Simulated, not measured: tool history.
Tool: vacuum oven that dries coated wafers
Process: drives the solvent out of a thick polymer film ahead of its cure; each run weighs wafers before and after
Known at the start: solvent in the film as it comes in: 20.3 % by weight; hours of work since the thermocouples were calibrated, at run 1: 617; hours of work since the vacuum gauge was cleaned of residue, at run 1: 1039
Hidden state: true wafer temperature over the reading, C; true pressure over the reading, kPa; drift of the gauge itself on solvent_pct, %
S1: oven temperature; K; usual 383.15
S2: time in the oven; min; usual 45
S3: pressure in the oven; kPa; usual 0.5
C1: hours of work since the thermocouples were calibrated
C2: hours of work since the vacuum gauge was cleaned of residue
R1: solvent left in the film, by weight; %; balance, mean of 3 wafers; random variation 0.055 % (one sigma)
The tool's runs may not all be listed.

run,hour,S1,S2,S3,C1,C2,R1
1,0,383.15,45,0.5,617,1039,2.88
2,30.4,394.15,45,0.5,639,1061,0.77
3,73.9,383.15,45,0.5,669,1091,3.04
4,114.8,383.15,45,0.5,698,1120,3.1
5,152.5,383.15,45,0.5,724,1146,3.04
6,194.8,383.15,45,0.5,754,1176,3.12
7,258.2,383.15,71,0.5,798,1220,1.5
8,309,383.15,22,0.5,834,1256,7.29

The next listed run, before its measurement:
9,336.5,383.15,22,0.5,853,1275,?

Run 9 gave R1 7.11 %.
Without the tool's hidden state the same run would have given R1 6.23 %.
